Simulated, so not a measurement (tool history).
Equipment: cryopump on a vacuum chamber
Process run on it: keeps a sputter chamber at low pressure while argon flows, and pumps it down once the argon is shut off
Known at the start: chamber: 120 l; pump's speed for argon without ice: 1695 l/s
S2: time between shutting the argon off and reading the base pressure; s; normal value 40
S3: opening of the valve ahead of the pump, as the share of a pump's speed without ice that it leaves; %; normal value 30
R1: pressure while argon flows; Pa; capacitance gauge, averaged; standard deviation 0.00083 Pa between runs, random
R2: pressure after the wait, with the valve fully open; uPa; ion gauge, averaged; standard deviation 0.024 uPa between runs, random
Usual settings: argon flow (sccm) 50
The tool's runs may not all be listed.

run 1 hour=0 | argon_flow_(sccm)=50 S2=40 S3=30 | R1=0.1697 R2=1.1
run 2 hour=19.4 | argon_flow_(sccm)=57 S2=40 S3=30 | R1=0.1931 R2=1.15
run 3 hour=35.1 | argon_flow_(sccm)=50 S2=33 S3=30 | R1=0.1688 R2=1.27
run 4 hour=54.4 | argon_flow_(sccm)=50 S2=33 S3=30 | R1=0.1681 R2=1.24
run 5 hour=72.2 | argon_flow_(sccm)=50 S2=40 S3=30 | R1=0.1685 R2=1.14
run 6 hour=86.2 | argon_flow_(sccm)=50 S2=40 S3=30 | R1=0.1712 R2=1.15
run 7 hour=97.3 | argon_flow_(sccm)=50 S2=40 S3=30 | R1=0.1717 R2=1.14
run 8 hour=116.9 | argon_flow_(sccm)=50 S2=40 S3=30 | R1=0.1713 R2=1.13
run 9 hour=130.9 | argon_flow_(sccm)=98 S2=40 S3=30 | R1=0.3346 R2=1.1
run 10 hour=145.6 | argon_flow_(sccm)=50 S2=276 S3=30 | R1=0.1734 R2=0.51
run 11 hour=159.1 | argon_flow_(sccm)=50 S2=276 S3=30 | R1=0.172 R2=0.53
run 12 hour=171.8 | argon_flow_(sccm)=50 S2=276 S3=30 | R1=0.1724 R2=0.56
run 13 hour=182 | argon_flow_(sccm)=50 S2=276 S3=30 | R1=0.1728 R2=0.5
run 14 hour=194.8 | argon_flow_(sccm)=25 S2=276 S3=15 | R1=0.1698 R2=0.5
run 15 hour=212.3 | argon_flow_(sccm)=40 S2=101 S3=39 | R1=0.1068 R2=0.69
run 16 hour=225.8 | argon_flow_(sccm)=48 S2=40 S3=30 | R1=0.1654 R2=1.14
run 17 hour=238.7 | argon_flow_(sccm)=20 S2=26 S3=18 | R1=0.1143 R2=1.52
run 18 hour=257 | argon_flow_(sccm)=50 S2=26 S3=30 | R1=0.1733 R2=1.58
run 19 hour=269.4 | argon_flow_(sccm)=50 S2=197 S3=30 | R1=0.1725 R2=0.57
run 20 hour=283.2 | argon_flow_(sccm)=56 S2=43 S3=30 | R1=0.1954 R2=1.08
run 21 hour=298.1 | argon_flow_(sccm)=54 S2=186 S3=48 | R1=0.1224 R2=0.58
run 22 hour=313.5 | argon_flow_(sccm)=92 S2=83 S3=31 | R1=0.3105 R2=0.76
run 23 hour=333.6 | argon_flow_(sccm)=91 S2=124 S3=31 | R1=0.3083 R2=0.64
run 24 hour=350.2 | argon_flow_(sccm)=69 S2=71 S3=59 | R1=0.1301 R2=0.87
run 25 hour=367 | argon_flow_(sccm)=57 S2=64 S3=41 | R1=0.1505 R2=0.92
run 26 hour=387.3 | argon_flow_(sccm)=50 S2=273 S3=28 | R1=0.1866 R2=0.58

Here are 4 independent what-if runs from the current tool condition. What would each one return?
run A hour=396.1 | argon_flow_(sccm)=66 S2=49 S3=43 | R1=? R2=?
run B hour=396.1 | argon_flow_(sccm)=28 S2=177 S3=28 | R1=? R2=?
run C hour=396.1 | argon_flow_(sccm)=83 S2=28 S3=54 | R1=? R2=?
run D hour=396.1 | argon_flow_(sccm)=50 S2=29 S3=33 | R1=? R2=?

run=A R1=0.1658 R2=1.01
run=B R1=0.1054 R2=0.61
run=C R1=0.1718 R2=1.51
run=D R1=0.1638 R2=1.49
Stripped of hidden state, with their random variation kept, the same runs would have yielded:
run=A R1=0.1516 R2=0.76
run=B R1=0.0993 R2=0.35
run=C R1=0.1538 R2=1.25
run=D R1=0.1529 R2=1.23

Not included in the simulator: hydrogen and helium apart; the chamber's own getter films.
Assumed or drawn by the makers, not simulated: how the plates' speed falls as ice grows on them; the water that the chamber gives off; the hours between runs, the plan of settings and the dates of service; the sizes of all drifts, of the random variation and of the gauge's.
